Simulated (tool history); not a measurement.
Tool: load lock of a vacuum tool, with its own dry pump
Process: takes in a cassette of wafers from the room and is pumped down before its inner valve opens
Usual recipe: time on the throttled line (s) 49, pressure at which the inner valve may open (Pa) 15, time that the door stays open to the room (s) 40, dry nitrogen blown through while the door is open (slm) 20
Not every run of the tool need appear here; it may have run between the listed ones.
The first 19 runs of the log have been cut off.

| run | hour | time on the throttled line (s) | pressure at which the inner valve may open (Pa) | time that the door stays open to the room (s) | dry nitrogen blown through while the door is open (slm) | hours that the pump has run since its overhaul | times that the door has closed on its seal | incoming humidity of the room's air, % | time from the closed door until the inner valve may open (s) | rise of the pressure with all valves shut (Pa/min) |
|---|---|---|---|---|---|---|---|---|---|---|
| 20 | 1748 | 66 | 15 | 96 | 9 | 4711 | 56012 | 43.5 | 102 | 0.32 |
| 21 | 1831.5 | 50 | 15 | 166 | 20 | 4795 | 56420 | 46.5 | 89.4 | 0.341 |
| 22 | 1927 | 50 | 15 | 166 | 20 | 4890 | 56887 | 45.3 | 90.3 | 0.338 |
| 23 | 2000.7 | 50 | 17 | 166 | 20 | 4964 | 57247 | 46.1 | 88.8 | 0.341 |
| 24 | 2097.7 | 33 | 15 | 33 | 22 | 5061 | 57721 | 43.7 | 77.1 | 0.312 |
| 25 | 2180.9 | 49 | 15 | 40 | 23 | 5144 | 58128 | 45 | 89.9 | 0.315 |
| 26 | 2302.2 | 49 | 12 | 40 | 8 | 5266 | 58721 | 43.4 | 91.2 | 0.328 |
| 27 | 2359.4 | 49 | 15 | 65 | 20 | 5323 | 59000 | 44.9 | 89.7 | 0.332 |
| 28 | 2472.6 | 49 | 15 | 65 | 20 | 5436 | 59554 | 48.9 | 90.5 | 0.344 |
| 29 | 2591.4 | 49 | 15 | 65 | 20 | 5555 | 60134 | 45.7 | 90.5 | 0.347 |
| 30 | 2699.6 | 66 | 20 | 187 | 20 | 5663 | 60663 | 43.1 | 103 | 0.374 |
| 31 | 2762.7 | 33 | 15 | 76 | 20 | 5726 | 60971 | 46.2 | 77.2 | 0.345 |
| 32 | 2837.1 | 59 | 15 | 97 | 23 | 5801 | 61335 | 46.7 | 99.6 | 0.361 |
| 33 | 2933.4 | 97 | 11 | 46 | 8 | 5897 | 61805 | 40.1 | 129.6 | 0.356 |
| 34 | 2998 | 51 | 15 | 53 | 20 | 5961 | 62121 | 46.1 | 92.1 | 0.346 |
| 35 | 3080.2 | 51 | 15 | 53 | 20 | 6044 | 62523 | 46.8 | 91.9 | 0.362 |
| 36 | 3184.9 | 24 | 15 | 53 | 29 | 6148 | 63035 | 45.4 | 71.5 | 0.355 |
| 37 | 3302.4 | 84 | 15 | 55 | 29 | 6266 | 63609 | 47.5 | 117.6 | 0.365 |

Here are 3 independent what-if runs from the current tool condition. What would each one return?
| A | 3406.6 | 84 | 12 | 83 | 29 | 6370 | 64118 | 48.8 | ? | ? |
| B | 3406.6 | 84 | 15 | 104 | 29 | 6370 | 64118 | 46 | ? | ? |
| C | 3406.6 | 84 | 15 | 47 | 6 | 6370 | 64118 | 43.3 | ? | ? |

| run | time from the closed door until the inner valve may open (s) | rise of the pressure with all valves shut (Pa/min) |
|---|---|---|
| A | 121 | 0.37 |
| B | 117 | 0.388 |
| C | 118 | 0.385 |
The same runs, with their run-to-run variation unchanged, on a tool lacking any hidden condition would have given:
| run | time from the closed door until the inner valve may open (s) | rise of the pressure with all valves shut (Pa/min) |
|---|---|---|
| A | 115 | 0.021 |
| B | 111.5 | 0.033 |
| C | 112.5 | 0.029 |

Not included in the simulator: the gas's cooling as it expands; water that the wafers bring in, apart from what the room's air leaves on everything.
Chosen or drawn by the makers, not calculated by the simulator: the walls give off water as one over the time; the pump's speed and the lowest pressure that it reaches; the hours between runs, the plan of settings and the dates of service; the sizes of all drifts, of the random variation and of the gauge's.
